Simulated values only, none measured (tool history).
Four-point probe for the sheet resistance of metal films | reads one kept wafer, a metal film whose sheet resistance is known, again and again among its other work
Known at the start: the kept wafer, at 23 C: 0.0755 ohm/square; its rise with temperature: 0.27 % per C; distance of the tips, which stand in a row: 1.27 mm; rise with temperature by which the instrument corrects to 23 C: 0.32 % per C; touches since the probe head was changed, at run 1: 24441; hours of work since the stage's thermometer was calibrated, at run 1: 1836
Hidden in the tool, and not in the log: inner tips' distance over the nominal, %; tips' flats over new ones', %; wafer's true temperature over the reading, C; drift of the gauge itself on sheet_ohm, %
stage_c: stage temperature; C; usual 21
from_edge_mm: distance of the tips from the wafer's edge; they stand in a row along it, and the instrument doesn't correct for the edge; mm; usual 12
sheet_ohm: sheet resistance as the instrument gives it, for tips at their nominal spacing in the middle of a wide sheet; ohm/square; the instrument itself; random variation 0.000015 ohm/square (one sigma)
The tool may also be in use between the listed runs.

run,hour,stage_c,from_edge_mm,touches since the probe head was changed,hours of work since the stage's thermometer was calibrated,sheet_ohm
1,0,21,12,24441,1836,0.076134
2,48.4,21,13,25845,1870,0.076047
3,83.1,21,13,26851,1894,0.076088
4,127.8,21,13,28148,1925,0.076043
5,154.6,23,12,28924,1943,0.076057
6,197.1,21,61,30155,1973,0.075752
7,224.3,21,61,30944,1992,0.075718
8,253.4,21,61,31791,2012,0.075744
9,280.9,31,12,32586,2031,0.075787
10,317.9,28,46,33660,2056,0.075464
11,356,28,3,34765,2083,0.082053
12,385.4,28,3,35616,2103,0.082053
# hour 416.8: stage's thermometer calibrated
13,435.4,28,6,37053,13,0.077282
14,471.8,33,45,38109,38,0.075366
15,519.6,21,3,39495,71,0.082432
16,551.1,21,3,40407,93,0.082454
17,595.7,28,11,41702,124,0.0761

5 ways to go on from here, each from the tool as it stands after run 17. What would each give?
A,617.7,31,5,42339,139,?
B,617.7,28,10,42339,139,?
C,617.7,19,12,42339,139,?
D,617.7,28,7,42339,139,?
E,617.7,25,3,42339,139,?

run,sheet_ohm
A,0.077945
B,0.076189
C,0.076365
D,0.076888
E,0.082278
Without the tool's hidden state the same runs would have given:
run,sheet_ohm
A,0.077691
B,0.07594
C,0.076116
D,0.076637
E,0.082011

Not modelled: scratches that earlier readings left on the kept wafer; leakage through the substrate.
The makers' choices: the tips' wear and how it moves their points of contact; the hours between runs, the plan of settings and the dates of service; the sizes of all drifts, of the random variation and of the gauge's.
